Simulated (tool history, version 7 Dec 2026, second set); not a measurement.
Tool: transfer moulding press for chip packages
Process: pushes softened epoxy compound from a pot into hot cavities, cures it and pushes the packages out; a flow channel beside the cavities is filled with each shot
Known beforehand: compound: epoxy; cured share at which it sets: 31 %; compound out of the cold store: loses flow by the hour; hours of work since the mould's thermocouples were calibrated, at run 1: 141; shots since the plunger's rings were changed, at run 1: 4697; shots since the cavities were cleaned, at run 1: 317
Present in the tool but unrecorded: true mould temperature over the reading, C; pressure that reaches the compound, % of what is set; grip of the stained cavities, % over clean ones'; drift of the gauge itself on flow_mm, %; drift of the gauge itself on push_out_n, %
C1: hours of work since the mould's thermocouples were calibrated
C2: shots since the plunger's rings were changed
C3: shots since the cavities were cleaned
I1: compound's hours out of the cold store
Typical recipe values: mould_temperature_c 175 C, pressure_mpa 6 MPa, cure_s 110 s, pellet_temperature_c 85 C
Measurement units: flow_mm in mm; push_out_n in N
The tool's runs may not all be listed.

{"run": 1, "hour": 0.0, "mould_temperature_c": 175, "pressure_mpa": 6, "cure_s": 110, "pellet_temperature_c": 85, "C1": 141, "C2": 4697, "C3": 317, "I1": 21.1, "flow_mm": 842, "push_out_n": 299}
{"run": 2, "hour": 5.0, "mould_temperature_c": 175, "pressure_mpa": 6, "cure_s": 110, "pellet_temperature_c": 85, "C1": 143, "C2": 4736, "C3": 356, "I1": 37.8, "flow_mm": 788, "push_out_n": 306}
{"run": 3, "hour": 9.6, "mould_temperature_c": 175, "pressure_mpa": 6, "cure_s": 103, "pellet_temperature_c": 85, "C1": 145, "C2": 4772, "C3": 392, "I1": 9, "flow_mm": 887, "push_out_n": 338}
{"run": 4, "hour": 18.3, "mould_temperature_c": 175, "pressure_mpa": 6, "cure_s": 103, "pellet_temperature_c": 85, "C1": 150, "C2": 4839, "C3": 459, "I1": 36, "flow_mm": 792, "push_out_n": 339}
{"run": 5, "hour": 28.0, "mould_temperature_c": 171, "pressure_mpa": 6, "cure_s": 103, "pellet_temperature_c": 85, "C1": 155, "C2": 4914, "C3": 534, "I1": 39, "flow_mm": 791, "push_out_n": 436}
{"run": 6, "hour": 34.1, "mould_temperature_c": 175, "pressure_mpa": 6, "cure_s": 131, "pellet_temperature_c": 85, "C1": 158, "C2": 4962, "C3": 582, "I1": 33.3, "flow_mm": 799, "push_out_n": 309}
{"run": 7, "hour": 41.0, "mould_temperature_c": 175, "pressure_mpa": 6, "cure_s": 131, "pellet_temperature_c": 85, "C1": 161, "C2": 5015, "C3": 635, "I1": 33.1, "flow_mm": 799, "push_out_n": 316}
{"hour": 47.1, "done": "cavities cleaned with cleaning compound and waxed"}
{"run": 8, "hour": 49.1, "mould_temperature_c": 175, "pressure_mpa": 6, "cure_s": 131, "pellet_temperature_c": 85, "C1": 164, "C2": 5066, "C3": 15, "I1": 27.5, "flow_mm": 820, "push_out_n": 223}
{"hour": 55.5, "done": "plunger's sealing rings changed"}
{"run": 9, "hour": 58.9, "mould_temperature_c": 175, "pressure_mpa": 6, "cure_s": 129, "pellet_temperature_c": 85, "C1": 168, "C2": 26, "C3": 72, "I1": 15.8, "flow_mm": 906, "push_out_n": 246}
{"run": 10, "hour": 66.3, "mould_temperature_c": 175, "pressure_mpa": 6, "cure_s": 110, "pellet_temperature_c": 85, "C1": 172, "C2": 84, "C3": 130, "I1": 12.1, "flow_mm": 922, "push_out_n": 276}
{"run": 11, "hour": 73.1, "mould_temperature_c": 175, "pressure_mpa": 6, "cure_s": 110, "pellet_temperature_c": 85, "C1": 175, "C2": 136, "C3": 182, "I1": 24.7, "flow_mm": 872, "push_out_n": 282}
{"run": 12, "hour": 78.2, "mould_temperature_c": 175, "pressure_mpa": 6, "cure_s": 110, "pellet_temperature_c": 85, "C1": 177, "C2": 176, "C3": 222, "I1": 11.6, "flow_mm": 920, "push_out_n": 295}
{"run": 13, "hour": 83.2, "mould_temperature_c": 175, "pressure_mpa": 6, "cure_s": 110, "pellet_temperature_c": 85, "C1": 180, "C2": 215, "C3": 261, "I1": 14.4, "flow_mm": 911, "push_out_n": 302}
{"run": 14, "hour": 93.0, "mould_temperature_c": 175, "pressure_mpa": 6, "cure_s": 110, "pellet_temperature_c": 85, "C1": 185, "C2": 292, "C3": 338, "I1": 34.5, "flow_mm": 834, "push_out_n": 304}
{"hour": 95.7, "done": "mould's thermocouples calibrated"}
{"run": 15, "hour": 100.1, "mould_temperature_c": 178, "pressure_mpa": 4.69, "cure_s": 147, "pellet_temperature_c": 82, "C1": 2, "C2": 331, "C3": 377, "I1": 15.3, "flow_mm": 793, "push_out_n": 263}
{"run": 16, "hour": 105.9, "mould_temperature_c": 178, "pressure_mpa": 4.69, "cure_s": 147, "pellet_temperature_c": 82, "C1": 5, "C2": 376, "C3": 422, "I1": 46.9, "flow_mm": 693, "push_out_n": 266}
{"run": 17, "hour": 113.9, "mould_temperature_c": 178, "pressure_mpa": 4.69, "cure_s": 147, "pellet_temperature_c": 82, "C1": 9, "C2": 438, "C3": 484, "I1": 47.1, "flow_mm": 693, "push_out_n": 271}
{"run": 18, "hour": 123.7, "mould_temperature_c": 178, "pressure_mpa": 4.69, "cure_s": 147, "pellet_temperature_c": 82, "C1": 14, "C2": 514, "C3": 560, "I1": 29.4, "flow_mm": 746, "push_out_n": 283}
{"run": 19, "hour": 128.9, "mould_temperature_c": 178, "pressure_mpa": 4.69, "cure_s": 147, "pellet_temperature_c": 82, "C1": 16, "C2": 555, "C3": 601, "I1": 42.4, "flow_mm": 708, "push_out_n": 289}
{"run": 20, "hour": 134.9, "mould_temperature_c": 175, "pressure_mpa": 5.39, "cure_s": 110, "pellet_temperature_c": 79, "C1": 19, "C2": 601, "C3": 647, "I1": 41, "flow_mm": 769, "push_out_n": 350}
{"hour": 139.4, "done": "cavities cleaned with cleaning compound and waxed"}
{"hour": 142.1, "done": "mould's thermocouples calibrated, once more"}
{"run": 21, "hour": 145.5, "mould_temperature_c": 175, "pressure_mpa": 5.39, "cure_s": 110, "pellet_temperature_c": 94, "C1": 2, "C2": 656, "C3": 32, "I1": 31.6, "flow_mm": 799, "push_out_n": 248}
{"run": 22, "hour": 155.1, "mould_temperature_c": 175, "pressure_mpa": 6.94, "cure_s": 139, "pellet_temperature_c": 76, "C1": 6, "C2": 730, "C3": 106, "I1": 44.6, "flow_mm": 856, "push_out_n": 236}
{"run": 23, "hour": 164.6, "mould_temperature_c": 175, "pressure_mpa": 6.94, "cure_s": 127, "pellet_temperature_c": 92, "C1": 11, "C2": 804, "C3": 180, "I1": 32.6, "flow_mm": 899, "push_out_n": 244}
{"run": 24, "hour": 174.0, "mould_temperature_c": 167, "pressure_mpa": 6, "cure_s": 136, "pellet_temperature_c": 85, "C1": 16, "C2": 878, "C3": 254, "I1": 31.1, "flow_mm": 862, "push_out_n": 320}
{"run": 25, "hour": 178.1, "mould_temperature_c": 180, "pressure_mpa": 5.86, "cure_s": 100, "pellet_temperature_c": 76, "C1": 18, "C2": 910, "C3": 286, "I1": 31.3, "flow_mm": 820, "push_out_n": 278}
{"run": 26, "hour": 187.6, "mould_temperature_c": 180, "pressure_mpa": 6.07, "cure_s": 143, "pellet_temperature_c": 76, "C1": 23, "C2": 983, "C3": 359, "I1": 45.9, "flow_mm": 785, "push_out_n": 264}
{"run": 27, "hour": 196.5, "mould_temperature_c": 180, "pressure_mpa": 6.07, "cure_s": 142, "pellet_temperature_c": 76, "C1": 27, "C2": 1053, "C3": 429, "I1": 30.8, "flow_mm": 835, "push_out_n": 274}
{"run": 28, "hour": 205.4, "mould_temperature_c": 180, "pressure_mpa": 6.07, "cure_s": 142, "pellet_temperature_c": 76, "C1": 31, "C2": 1121, "C3": 497, "I1": 18.6, "flow_mm": 877, "push_out_n": 281}

Here are 4 independent what-if runs from the current tool condition. What would each one return?
{"run": "A", "hour": 214.1, "mould_temperature_c": 175, "pressure_mpa": 6, "cure_s": 134, "pellet_temperature_c": 81, "C1": 36, "C2": 1189, "C3": 565, "I1": 40.8, "flow_mm": "?", "push_out_n": "?"}
{"run": "B", "hour": 214.1, "mould_temperature_c": 180, "pressure_mpa": 5.62, "cure_s": 129, "pellet_temperature_c": 92, "C1": 36, "C2": 1189, "C3": 565, "I1": 12.4, "flow_mm": "?", "push_out_n": "?"}
{"run": "C", "hour": 214.1, "mould_temperature_c": 175, "pressure_mpa": 6, "cure_s": 101, "pellet_temperature_c": 85, "C1": 36, "C2": 1189, "C3": 565, "I1": 16.4, "flow_mm": "?", "push_out_n": "?"}
{"run": "D", "hour": 214.1, "mould_temperature_c": 174, "pressure_mpa": 6.9, "cure_s": 145, "pellet_temperature_c": 85, "C1": 36, "C2": 1189, "C3": 565, "I1": 18.8, "flow_mm": "?", "push_out_n": "?"}

run=A flow_mm=808 push_out_n=309
run=B flow_mm=866 push_out_n=297
run=C flow_mm=894 push_out_n=381
run=D flow_mm=954 push_out_n=298
Stripped of hidden state, with their random variation kept, the same runs would have yielded:
run=A flow_mm=817 push_out_n=220
run=B flow_mm=876 push_out_n=210
run=C flow_mm=905 push_out_n=267
run=D flow_mm=965 push_out_n=210
